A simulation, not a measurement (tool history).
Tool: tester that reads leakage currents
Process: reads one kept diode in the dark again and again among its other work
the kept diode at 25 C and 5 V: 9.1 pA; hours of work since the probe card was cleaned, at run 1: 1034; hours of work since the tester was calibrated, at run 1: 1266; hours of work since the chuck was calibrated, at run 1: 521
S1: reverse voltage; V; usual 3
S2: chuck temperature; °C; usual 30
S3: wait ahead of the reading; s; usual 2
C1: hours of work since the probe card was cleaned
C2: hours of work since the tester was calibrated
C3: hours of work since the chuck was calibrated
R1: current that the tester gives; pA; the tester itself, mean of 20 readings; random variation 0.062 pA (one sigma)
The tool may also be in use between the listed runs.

run 1 hour=0 | S1=3 S2=30 S3=2 | C1=1034 C2=1266 C3=521 | R1=12.85
run 2 hour=70.1 | S1=3 S2=30 S3=0.97 | C1=1073 C2=1304 C3=560 | R1=12.98
run 3 hour=138.4 | S1=3 S2=30 S3=2 | C1=1111 C2=1342 C3=598 | R1=12.76
run 4 hour=196.6 | S1=3 S2=30 S3=2 | C1=1143 C2=1375 C3=630 | R1=12.82
run 5 hour=247 | S1=3 S2=30 S3=3.73 | C1=1171 C2=1403 C3=658 | R1=12.66
run 6 hour=291 | S1=3 S2=30 S3=3.73 | C1=1195 C2=1427 C3=683 | R1=12.59
run 7 hour=352.7 | S1=3 S2=30 S3=2 | C1=1230 C2=1461 C3=717 | R1=12.65
run 8 hour=410.2 | S1=1.1 S2=30 S3=2 | C1=1261 C2=1493 C3=749 | R1=8.44
run 9 hour=466.5 | S1=1.1 S2=30 S3=2 | C1=1293 C2=1525 C3=780 | R1=8.46
-- hour=473.6 chuck's temperature calibrated
run 10 hour=531.4 | S1=1.1 S2=30 S3=2 | C1=1328 C2=1560 C3=32 | R1=9.47
run 11 hour=597.9 | S1=3 S2=30 S3=0.79 | C1=1365 C2=1597 C3=69 | R1=14.54
run 12 hour=628.8 | S1=3 S2=56 S3=2.54 | C1=1382 C2=1614 C3=86 | R1=86.66

The next listed run, before its measurement:
run 13 hour=672.8 | S1=2.54 S2=56 S3=2.54 | C1=1406 C2=1638 C3=111 | R1=?

{"run 13": {"R1": 81.93}}
Without the tool's hidden state the same run would have given R1 80.84 pA.
